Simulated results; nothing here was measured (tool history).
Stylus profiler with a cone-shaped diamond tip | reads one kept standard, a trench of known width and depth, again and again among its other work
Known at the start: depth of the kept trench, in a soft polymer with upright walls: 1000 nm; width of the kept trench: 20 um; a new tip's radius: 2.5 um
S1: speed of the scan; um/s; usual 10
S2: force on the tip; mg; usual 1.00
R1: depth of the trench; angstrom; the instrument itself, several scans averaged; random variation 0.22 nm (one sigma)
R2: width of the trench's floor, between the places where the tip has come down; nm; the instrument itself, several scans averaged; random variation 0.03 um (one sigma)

{"run": 1, "hour": 0.0, "S1": 10, "S2": 1.0, "R1": 10061.5, "R2": 15880}
{"run": 2, "hour": 9.7, "S1": 10, "S2": 1.0, "R1": 10059.2, "R2": 15920}
{"run": 3, "hour": 21.3, "S1": 5, "S2": 1.0, "R1": 10059.1, "R2": 15970}
{"run": 4, "hour": 37.4, "S1": 16, "S2": 1.0, "R1": 10056.5, "R2": 15860}
{"run": 5, "hour": 50.8, "S1": 10, "S2": 1.0, "R1": 10056.7, "R2": 15890}
{"run": 6, "hour": 63.7, "S1": 10, "S2": 1.0, "R1": 10059.1, "R2": 15950}
{"run": 7, "hour": 74.4, "S1": 10, "S2": 1.31, "R1": 10072.4, "R2": 16010}
{"run": 8, "hour": 87.4, "S1": 10, "S2": 1.31, "R1": 10071.6, "R2": 15970}
{"run": 9, "hour": 100.4, "S1": 10, "S2": 2.88, "R1": 10121.1, "R2": 15950}
{"run": 10, "hour": 113.3, "S1": 10, "S2": 0.41, "R1": 10034.4, "R2": 15810}
{"run": 11, "hour": 124.6, "S1": 10, "S2": 0.41, "R1": 10031.6, "R2": 15860}
{"run": 12, "hour": 132.5, "S1": 10, "S2": 0.41, "R1": 10033.1, "R2": 15870}
{"run": 13, "hour": 142.7, "S1": 12, "S2": 0.41, "R1": 10032.9, "R2": 15840}
{"run": 14, "hour": 156.9, "S1": 12, "S2": 0.41, "R1": 10033.3, "R2": 15820}
{"run": 15, "hour": 165.7, "S1": 10, "S2": 1.0, "R1": 10059.4, "R2": 15900}
{"run": 16, "hour": 181.4, "S1": 4, "S2": 1.0, "R1": 10059.8, "R2": 15990}
{"run": 17, "hour": 191.7, "S1": 4, "S2": 1.0, "R1": 10058.0, "R2": 16010}
{"run": 18, "hour": 198.3, "S1": 10, "S2": 0.54, "R1": 10040.4, "R2": 15870}
{"run": 19, "hour": 206.3, "S1": 10, "S2": 0.54, "R1": 10039.7, "R2": 15900}
{"run": 20, "hour": 219.9, "S1": 10, "S2": 0.54, "R1": 10041.7, "R2": 15940}
{"run": 21, "hour": 234.6, "S1": 6, "S2": 2.44, "R1": 10101.6, "R2": 16000}
{"run": 22, "hour": 241.2, "S1": 6, "S2": 2.44, "R1": 10107.6, "R2": 15950}
{"run": 23, "hour": 249.2, "S1": 38, "S2": 2.44, "R1": 10107.9, "R2": 15750}
{"run": 24, "hour": 260.2, "S1": 9, "S2": 2.23, "R1": 10097.7, "R2": 15960}
{"run": 25, "hour": 275.4, "S1": 9, "S2": 2.23, "R1": 10101.3, "R2": 15940}
{"run": 26, "hour": 281.9, "S1": 11, "S2": 2.14, "R1": 10098.2, "R2": 15960}
{"run": 27, "hour": 294.3, "S1": 8, "S2": 1.0, "R1": 10057.3, "R2": 15930}
{"run": 28, "hour": 307.5, "S1": 10, "S2": 2.17, "R1": 10099.0, "R2": 15970}
{"run": 29, "hour": 319.9, "S1": 10, "S2": 2.17, "R1": 10104.1, "R2": 15960}
{"run": 30, "hour": 333.0, "S1": 10, "S2": 2.17, "R1": 10097.4, "R2": 15920}
{"run": 31, "hour": 343.3, "S1": 37, "S2": 1.37, "R1": 10073.7, "R2": 15750}
{"run": 32, "hour": 351.8, "S1": 4, "S2": 2.05, "R1": 10093.0, "R2": 16000}
{"run": 33, "hour": 359.5, "S1": 4, "S2": 2.05, "R1": 10096.8, "R2": 15920}
{"run": 34, "hour": 373.3, "S1": 10, "S2": 1.44, "R1": 10075.7, "R2": 15940}
{"run": 35, "hour": 389.4, "S1": 10, "S2": 1.44, "R1": 10074.3, "R2": 15920}
{"run": 36, "hour": 399.9, "S1": 6, "S2": 0.44, "R1": 10032.6, "R2": 15880}
{"run": 37, "hour": 407.5, "S1": 8, "S2": 2.03, "R1": 10097.7, "R2": 15980}
{"run": 38, "hour": 415.9, "S1": 4, "S2": 2.39, "R1": 10103.9, "R2": 15960}
{"run": 39, "hour": 426.3, "S1": 3, "S2": 1.0, "R1": 10055.7, "R2": 15970}
{"run": 40, "hour": 434.4, "S1": 2, "S2": 0.45, "R1": 10036.1, "R2": 15990}

Forecast each of these 3 alternatives for the next run:
{"run": "A", "hour": 448.6, "S1": 9, "S2": 0.87, "R1": "?", "R2": "?"}
{"run": "B", "hour": 448.6, "S1": 10, "S2": 0.63, "R1": "?", "R2": "?"}
{"run": "C", "hour": 448.6, "S1": 10, "S2": 2.21, "R1": "?", "R2": "?"}

run=A R1=10055.7 R2=15950
run=B R1=10048.1 R2=15870
run=C R1=10102.0 R2=15930
Without the tool's hidden state the same runs would have given:
run=A R1=10055.7 R2=15950
run=B R1=10048.2 R2=15870
run=C R1=10102.0 R2=15940
